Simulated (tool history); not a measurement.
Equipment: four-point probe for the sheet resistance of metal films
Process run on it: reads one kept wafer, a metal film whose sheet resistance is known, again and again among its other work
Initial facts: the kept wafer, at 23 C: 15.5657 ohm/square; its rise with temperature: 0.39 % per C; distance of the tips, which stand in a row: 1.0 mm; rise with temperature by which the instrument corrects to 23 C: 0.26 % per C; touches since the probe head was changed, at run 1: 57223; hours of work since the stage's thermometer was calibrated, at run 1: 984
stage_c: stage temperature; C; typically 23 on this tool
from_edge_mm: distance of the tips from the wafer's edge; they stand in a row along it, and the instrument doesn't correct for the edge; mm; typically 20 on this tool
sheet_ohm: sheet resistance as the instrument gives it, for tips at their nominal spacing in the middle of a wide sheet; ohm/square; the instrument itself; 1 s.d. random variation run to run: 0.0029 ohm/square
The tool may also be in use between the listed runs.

| run | day | stage_c | from_edge_mm | touches since the probe head was changed | hours of work since the stage's thermometer was calibrated | sheet_ohm |
|---|---|---|---|---|---|---|
| 1 | 0 | 23 | 20 | 57223 | 984 | 15.55553 |
| 2 | 2.55 | 20 | 20 | 58397 | 1014 | 15.493416 |
| 3 | 5.625 | 29 | 20 | 59813 | 1050 | 15.668369 |
| 4 | 9.15 | 23 | 20 | 61438 | 1092 | 15.550105 |
| 5 | 12.533 | 23 | 20 | 62995 | 1132 | 15.553267 |
| 6 | 15.529 | 23 | 20 | 64375 | 1167 | 15.551367 |
| 7 | 17.708 | 21 | 20 | 65378 | 1192 | 15.511623 |
|  | 18.025 | stage's thermometer calibrated |
| 8 | 21.212 | 21 | 20 | 66983 | 37 | 15.507361 |
| 9 | 24.7 | 21 | 20 | 68590 | 78 | 15.512245 |
|  | 26.175 | new probe head fitted |
| 10 | 26.9 | 23 | 20 | 334 | 104 | 15.556254 |
|  | 27.746 | stage's thermometer calibrated, once more |
| 11 | 30.608 | 23 | 20 | 2031 | 34 | 15.543309 |
| 12 | 34.2 | 23 | 20 | 3687 | 76 | 15.541585 |
| 13 | 36.071 | 34 | 25 | 4548 | 98 | 15.736691 |
| 14 | 38.971 | 23 | 9 | 5883 | 132 | 15.616076 |
| 15 | 41.988 | 32 | 20 | 7273 | 167 | 15.705389 |
| 16 | 45.15 | 32 | 20 | 8729 | 205 | 15.704138 |
| 17 | 48.546 | 26 | 18 | 10294 | 245 | 15.593695 |
| 18 | 50.925 | 26 | 18 | 11388 | 272 | 15.598627 |
| 19 | 53.475 | 24 | 14 | 12564 | 302 | 15.570932 |
| 20 | 56.246 | 24 | 14 | 13839 | 335 | 15.573048 |
| 21 | 58.233 | 20 | 22 | 14755 | 358 | 15.474195 |

Entry by entry between the runs, the difference in hidden state between the last listed run before and the first listed run after:
Runs 7 to 8: stage's thermometer calibrated (day 18.025)
  inner tips' distance over the nominal, %: -0.31 -> -0.321; tips' flats over new ones', %: 53 -> 54; wafer's true temperature over the reading, C: 0.24 -> 0.33
  measured minus no-state result, sheet_ohm: -0.037648 -> -0.034369 ohm/square
Runs 9 to 10: new probe head fitted (day 26.175)
  inner tips' distance over the nominal, %: -0.332 -> -0.286; tips' flats over new ones', %: 55 -> 0; wafer's true temperature over the reading, C: 0.34 -> 0.35
  measured minus no-state result, sheet_ohm: -0.035509 -> -0.027416 ohm/square
Runs 10 to 11: stage's thermometer calibrated, once more (day 27.746)
  inner tips' distance over the nominal, %: -0.286 -> -0.299; tips' flats over new ones', %: 0 -> 1; wafer's true temperature over the reading, C: 0.35 -> 0.06
  measured minus no-state result, sheet_ohm: -0.027416 -> -0.04679 ohm/square
